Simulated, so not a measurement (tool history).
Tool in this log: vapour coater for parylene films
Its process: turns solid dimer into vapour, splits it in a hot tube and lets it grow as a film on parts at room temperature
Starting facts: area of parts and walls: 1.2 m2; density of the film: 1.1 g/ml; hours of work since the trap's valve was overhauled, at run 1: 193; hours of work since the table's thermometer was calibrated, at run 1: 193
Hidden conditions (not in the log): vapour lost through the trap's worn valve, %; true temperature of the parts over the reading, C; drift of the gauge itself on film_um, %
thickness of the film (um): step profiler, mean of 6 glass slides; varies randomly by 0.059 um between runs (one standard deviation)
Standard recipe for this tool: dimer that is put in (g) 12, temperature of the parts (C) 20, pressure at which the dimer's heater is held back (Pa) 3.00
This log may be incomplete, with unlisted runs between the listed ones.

run	hour	dimer that is put in (g)	temperature of the parts (C)	pressure at which the dimer's heater is held back (Pa)	hours of work since the trap's valve was overhauled	hours of work since the table's thermometer was calibrated	thickness of the film (um)
1	0.0	12	20	3.00	193	193	6.26
2	56.5	12	20	3.00	217	217	6.12
# hour 77.7: trap's valve overhauled
3	108.2	12	20	3.00	13	237	6.87
4	161.2	12	20	3.00	36	260	6.84
5	203.1	11	20	3.00	54	278	6.31
6	230.9	11	20	3.00	65	290	6.10
7	270.7	6	20	3.00	83	307	3.35
8	328.4	12	20	3.00	107	332	6.66
9	371.5	12	21	3.00	126	350	6.27
10	420.2	12	21	3.00	146	371	6.26
11	468.4	12	21	3.00	167	391	6.10
12	505.8	12	20	5.18	183	407	5.95
13	534.8	12	20	5.18	195	420	5.97
14	564.0	12	14	4.83	208	432	7.96
# hour 607.5: trap's valve overhauled
15	630.0	12	14	4.83	10	459	8.68
16	657.6	12	14	4.83	21	471	8.70
17	688.5	12	14	4.83	35	484	8.66
18	732.8	5	30	7.02	54	503	1.68
19	760.6	12	32	3.00	65	515	3.86
20	802.2	18	21	6.51	83	532	8.92
21	848.8	6	13	3.14	103	552	4.17
22	916.3	18	24	7.71	132	581	7.43
23	973.2	7	24	3.62	156	605	3.10
24	1031.5	10	15	4.35	181	630	6.43
25	1062.1	10	15	4.35	194	643	6.40

5 ways to go on from here, each from the tool as it stands after run 25. What would each give?
A	1108.5	12	29	6.80	214	663	?
B	1108.5	10	32	4.35	214	663	?
C	1108.5	19	19	4.35	214	663	?
D	1108.5	20	17	4.42	214	663	?
E	1108.5	20	17	4.08	214	663	?

run	thickness of the film (um)
A	3.79
B	2.87
C	9.96
D	11.44
E	11.48
The same runs, with their run-to-run variation unchanged, on a tool lacking any hidden condition would have given:
run	thickness of the film (um)
A	4.20
B	3.19
C	11.05
D	12.69
E	12.73
